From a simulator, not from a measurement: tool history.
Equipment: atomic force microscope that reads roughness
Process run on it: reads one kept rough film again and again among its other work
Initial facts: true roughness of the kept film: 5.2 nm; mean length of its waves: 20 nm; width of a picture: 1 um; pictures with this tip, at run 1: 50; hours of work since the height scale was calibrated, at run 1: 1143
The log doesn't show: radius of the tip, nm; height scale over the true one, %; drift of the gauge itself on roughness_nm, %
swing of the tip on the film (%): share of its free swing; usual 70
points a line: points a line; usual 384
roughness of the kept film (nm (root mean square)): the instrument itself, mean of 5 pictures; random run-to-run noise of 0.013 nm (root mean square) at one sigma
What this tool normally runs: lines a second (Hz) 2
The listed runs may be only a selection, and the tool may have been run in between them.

run	day	lines a second (Hz)	swing of the tip on the film (%)	points a line	pictures with this tip	hours of work since the height scale was calibrated	roughness of the kept film (nm (root mean square))
1	0	2	70	384	50	1143	2.353
2	1.825	2	79	384	90	1168	1.78
3	2.896	2	70	384	114	1182	1.62
# day 3.183: new tip fitted
4	4.492	2	70	384	28	1203	2.529
5	6.421	2	70	415	71	1229	1.941
6	7.792	2	63	415	101	1248	1.694
# day 8.633: new tip fitted
7	9.625	2	63	415	22	1272	2.745
8	11.55	2	63	415	64	1298	2.093
9	13.308	2	63	507	103	1322	1.728
# day 14.029: new tip fitted
10	14.983	2	63	507	21	1344	2.757
11	17.175	2	63	507	69	1373	2.083
12	18.767	2	63	507	104	1395	1.738
# day 19.392: new tip fitted
13	21.238	2	63	507	41	1428	2.411
14	22.871	2	63	380	77	1450	1.944
15	24.583	2	63	380	114	1473	1.63
# day 24.762: new tip fitted
16	27.033	2	63	380	50	1505	2.183
17	28.208	2	70	384	76	1521	1.836
18	29.954	2	55	384	114	1545	1.608
# day 30.2: new tip fitted
19	31.404	2	55	384	26	1564	2.721
20	33.192	2.57	70	384	66	1588	2.009
# day 33.425: height scale calibrated on a step standard
21	35.212	2	70	335	109	24	1.665
# day 35.721: new tip fitted
22	37.679	2	70	335	43	57	2.306
23	39.208	0.96	72	299	77	77	1.935
# day 41.212: new tip fitted
24	41.717	0.96	72	299	11	111	2.942
# day 43.083: height scale calibrated on a step standard, once more
25	43.083	0.96	72	299	40	0	2.368
26	44.892	3	57	294	80	24	1.857
27	46.371	3.44	87	588	113	44	1.339
# day 46.675: new tip fitted
28	47.517	2	77	626	18	59	2.62
29	49.246	0.9	87	828	56	83	2.09
30	50.842	0.61	75	609	91	104	1.783
# day 52.112: new tip fitted
31	53.371	0.61	75	492	28	138	2.606

Predict the results of run 32:
32	54.829	0.88	67	290	60	157	?

Run 32 produced roughness of the kept film (nm (root mean square)) 2.115.
On a tool with no hidden condition, and with the same random variation, this run would have come out at roughness of the kept film (nm (root mean square)) 3.238.
